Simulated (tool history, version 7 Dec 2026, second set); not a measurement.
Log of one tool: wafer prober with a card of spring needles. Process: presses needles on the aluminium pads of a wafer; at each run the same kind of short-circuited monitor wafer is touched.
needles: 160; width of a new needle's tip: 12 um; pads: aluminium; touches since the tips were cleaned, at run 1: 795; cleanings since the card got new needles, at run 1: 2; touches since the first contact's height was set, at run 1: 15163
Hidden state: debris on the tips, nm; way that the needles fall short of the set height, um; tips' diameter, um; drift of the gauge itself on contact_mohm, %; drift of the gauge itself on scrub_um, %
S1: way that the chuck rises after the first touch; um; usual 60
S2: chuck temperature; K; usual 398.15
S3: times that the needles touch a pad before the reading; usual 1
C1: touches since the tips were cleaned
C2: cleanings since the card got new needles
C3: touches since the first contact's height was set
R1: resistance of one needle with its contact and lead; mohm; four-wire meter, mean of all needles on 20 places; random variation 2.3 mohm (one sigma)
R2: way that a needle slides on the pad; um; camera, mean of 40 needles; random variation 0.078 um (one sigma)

run,hour,S1,S2,S3,C1,C2,C3,R1,R2
1,0.0,60,398.15,1,795,2,15163,256,14.28
2,8.4,60,398.15,1,3637,2,18005,264,14.46
# hour 17.4: tips cleaned on abrasive film
3,17.6,60,398.15,1,79,3,21076,259,14.23
4,23.4,60,398.15,1,2032,3,23029,265,14.37
5,32.4,60,389.15,1,5045,3,26042,265,14.29
# hour 37.8: tips cleaned on abrasive film
6,40.5,60,389.15,1,912,4,28750,257,14.21
7,49.3,60,389.15,1,3892,4,31730,265,14.23
# hour 58.0: tips cleaned on abrasive film
8,58.7,60,389.15,1,245,5,34851,251,14.32
9,64.3,60,389.15,1,2119,5,36725,256,14.26
10,70.7,60,389.15,1,4295,5,38901,258,14.23
11,75.7,60,389.15,1,5984,5,40590,267,14.34
# hour 77.9: tips cleaned on abrasive film
12,84.7,60,398.15,1,2305,6,43591,265,14.30
13,93.1,60,398.15,1,5120,6,46406,265,14.19
# hour 98.0: tips cleaned on abrasive film
14,101.2,60,398.15,1,1055,7,49094,262,14.33
15,105.4,60,398.15,1,2496,7,50535,262,14.31
16,110.5,60,367.15,1,4197,7,52236,257,14.20
# hour 118.4: tips cleaned on abrasive film
17,118.4,60,367.15,1,0,8,54859,246,14.19
18,122.3,60,398.15,1,1339,8,56198,259,14.17
19,130.6,67,308.15,2,4132,8,58991,235,16.00
20,135.0,67,308.15,2,5621,8,60480,238,15.92
# hour 138.2: tips cleaned on abrasive film
21,144.5,52,341.15,3,2128,9,63642,243,12.32
22,151.9,52,341.15,3,4605,9,66119,245,12.36
# hour 158.2: tips cleaned on abrasive film
23,160.1,60,398.15,1,637,10,68848,259,14.09
24,166.3,60,306.15,2,2752,10,70963,237,14.12
25,172.4,60,306.15,2,4801,10,73012,235,14.12
# hour 178.0: tips cleaned on abrasive film
26,181.7,54,360.15,1,1256,11,76105,253,12.72
27,189.3,54,360.15,1,3821,11,78670,256,12.74
28,194.0,59,347.15,3,5406,11,80255,245,13.77
# hour 197.8: tips cleaned on abrasive film
29,201.9,73,342.15,1,1374,12,82876,245,17.30
30,211.4,73,342.15,1,4595,12,86097,251,17.08
31,216.6,60,312.15,1,6349,12,87851,241,14.10
# hour 217.6: tips cleaned on abrasive film
32,225.6,60,312.15,1,2711,13,90855,241,13.98
33,230.5,60,312.15,1,4360,13,92504,243,14.04
# hour 237.6: tips cleaned on abrasive film
34,238.2,74,312.15,1,200,14,95043,236,17.31
35,243.6,53,398.15,2,2031,14,96874,260,12.26

Hidden state at the last listed run before each entry between runs and at the first one after, where it differs:
Between runs 2 and 3: tips cleaned on abrasive film (hour 17.4)
  debris on the tips, nm: 106.5 -> 12; way that the needles fall short of the set height, um: 0.24 -> 0.37; tips' diameter, um: 12.08 -> 12.13
  measured less the result without the state, R1: +11 -> +1 mohm; R2: -0.05 -> -0.08 um
Between runs 5 and 6: tips cleaned on abrasive film (hour 37.8)
  debris on the tips, nm: 112.1 -> 59.1; way that the needles fall short of the set height, um: 0.37 -> 0.48; tips' diameter, um: 12.13 -> 12.17
  measured less the result without the state, R1: +12 -> +6 mohm; R2: -0.09 -> -0.11 um
Between runs 7 and 8: tips cleaned on abrasive film (hour 58.0)
  debris on the tips, nm: 108.1 -> 25.5; way that the needles fall short of the set height, um: 0.48 -> 0.63; tips' diameter, um: 12.17 -> 12.22
  measured less the result without the state, R1: +11 -> +3 mohm; R2: -0.12 -> -0.15 um
Between runs 11 and 12: tips cleaned on abrasive film (hour 77.9)
  debris on the tips, nm: 113.7 -> 93; way that the needles fall short of the set height, um: 0.63 -> 0.75; tips' diameter, um: 12.22 -> 12.26
  measured less the result without the state, R1: +11 -> +10 mohm; R2: -0.16 -> -0.18 um
Between runs 13 and 14: tips cleaned on abrasive film (hour 98.0)
  debris on the tips, nm: 112.3 -> 62.1; way that the needles fall short of the set height, um: 0.75 -> 0.88; tips' diameter, um: 12.26 -> 12.31
  measured less the result without the state, R1: +11 -> +6 mohm; R2: -0.18 -> -0.21 um
Between runs 16 and 17: tips cleaned on abrasive film (hour 118.4)
  debris on the tips, nm: 108.3 -> 9.4; way that the needles fall short of the set height, um: 0.88 -> 0.97; tips' diameter, um: 12.31 -> 12.34
  measured less the result without the state, R1: +10 -> +1 mohm; R2: -0.21 -> -0.24 um
Between runs 20 and 21: tips cleaned on abrasive film (hour 138.2)
  debris on the tips, nm: 112.6 -> 90.8; way that the needles fall short of the set height, um: 0.97 -> 1.07; tips' diameter, um: 12.34 -> 12.38
  measured less the result without the state, R1: +7 -> +3 mohm; R2: -0.23 -> -0.26 um
Between runs 22 and 23: tips cleaned on abrasive film (hour 158.2)
  debris on the tips, nm: 110.8 -> 49.1; way that the needles fall short of the set height, um: 1.07 -> 1.22; tips' diameter, um: 12.38 -> 12.43
  measured less the result without the state, R1: +4 -> +4 mohm; R2: -0.26 -> -0.29 um
Between runs 25 and 26: tips cleaned on abrasive film (hour 178.0)
  debris on the tips, nm: 111.7 -> 66.4; way that the needles fall short of the set height, um: 1.22 -> 1.32; tips' diameter, um: 12.43 -> 12.46
  measured less the result without the state, R1: +7 -> +7 mohm; R2: -0.29 -> -0.32 um
Between runs 28 and 29: tips cleaned on abrasive film (hour 197.8)
  debris on the tips, nm: 112.7 -> 72.8; way that the needles fall short of the set height, um: 1.32 -> 1.46; tips' diameter, um: 12.46 -> 12.51
  measured less the result without the state, R1: +3 -> +7 mohm; R2: -0.31 -> -0.35 um
Between runs 31 and 32: tips cleaned on abrasive film (hour 217.6)
  debris on the tips, nm: 113.8 -> 98.7; way that the needles fall short of the set height, um: 1.46 -> 1.6; tips' diameter, um: 12.51 -> 12.56
  measured less the result without the state, R1: +11 -> +9 mohm; R2: -0.35 -> -0.38 um
Between runs 33 and 34: tips cleaned on abrasive film (hour 237.6)
  debris on the tips, nm: 109.6 -> 26.8; way that the needles fall short of the set height, um: 1.6 -> 1.73; tips' diameter, um: 12.56 -> 12.61
  measured less the result without the state, R1: +10 -> +2 mohm; R2: -0.38 -> -0.42 um
